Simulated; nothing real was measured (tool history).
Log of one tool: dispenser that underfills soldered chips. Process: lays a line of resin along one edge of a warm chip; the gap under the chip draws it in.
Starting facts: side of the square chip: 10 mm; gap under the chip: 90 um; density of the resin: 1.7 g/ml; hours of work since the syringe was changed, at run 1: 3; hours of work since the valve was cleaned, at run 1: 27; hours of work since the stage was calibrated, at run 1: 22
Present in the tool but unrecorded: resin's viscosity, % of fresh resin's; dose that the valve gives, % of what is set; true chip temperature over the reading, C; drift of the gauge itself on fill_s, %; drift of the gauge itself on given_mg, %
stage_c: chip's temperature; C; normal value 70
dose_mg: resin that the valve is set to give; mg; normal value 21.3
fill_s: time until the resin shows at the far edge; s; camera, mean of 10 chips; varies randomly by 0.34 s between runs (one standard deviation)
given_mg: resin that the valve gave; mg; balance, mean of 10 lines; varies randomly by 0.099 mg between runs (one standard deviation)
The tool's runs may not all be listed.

| run | hour | stage_c | dose_mg | hours of work since the syringe was changed | hours of work since the valve was cleaned | hours of work since the stage was calibrated | fill_s | given_mg |
|---|---|---|---|---|---|---|---|---|
| 1 | 0 | 70 | 21.3 | 3 | 27 | 22 | 19.3 | 21 |
|  | 6.2 | new syringe of resin |
| 2 | 9.4 | 70 | 21.3 | 2 | 32 | 28 | 17.1 | 21.06 |
| 3 | 14.7 | 70 | 21.3 | 5 | 36 | 31 | 20.7 | 20.89 |
|  | 17.4 | new syringe of resin |
| 4 | 23.8 | 70 | 21.3 | 4 | 41 | 37 | 19.4 | 20.81 |
|  | 28.4 | new syringe of resin |
| 5 | 29.6 | 70 | 21.3 | 1 | 44 | 40 | 16.8 | 20.86 |
| 6 | 34.5 | 70 | 21.3 | 4 | 48 | 43 | 18.8 | 20.79 |
|  | 39.8 | new syringe of resin |
| 7 | 41.1 | 79 | 26.3 | 1 | 52 | 47 | 12.1 | 25.54 |
|  | 50.8 | new syringe of resin |
| 8 | 50.8 | 60 | 22.1 | 0 | 57 | 53 | 21.8 | 21.51 |
| 9 | 58 | 60 | 22.1 | 5 | 62 | 58 | 27 | 21.52 |
|  | 62.1 | new syringe of resin |
| 10 | 67.7 | 59 | 22.3 | 3 | 68 | 64 | 27 | 21.77 |
|  | 73.9 | new syringe of resin |
| 11 | 78.7 | 59 | 22.3 | 3 | 74 | 70 | 25.6 | 21.5 |

For some of the steps in fill_s from one run to the next: how much would appear even if the tool had no hidden state, given the settings, what came in and random variation, and how much remains for the hidden state plus any gauge scatter that the measured result and the result without hidden state don't share?
Run 7 -> 8: stage_c 79 -> 60, dose_mg 26.3 -> 22.1, new syringe of resin. fill_s +9.7 s: hidden state -0.6, all else +10.3.
Run 8 -> 9: no setting touched and nothing written in the log between the runs. fill_s +5.2 s: hidden state +5.7, all else -0.5.
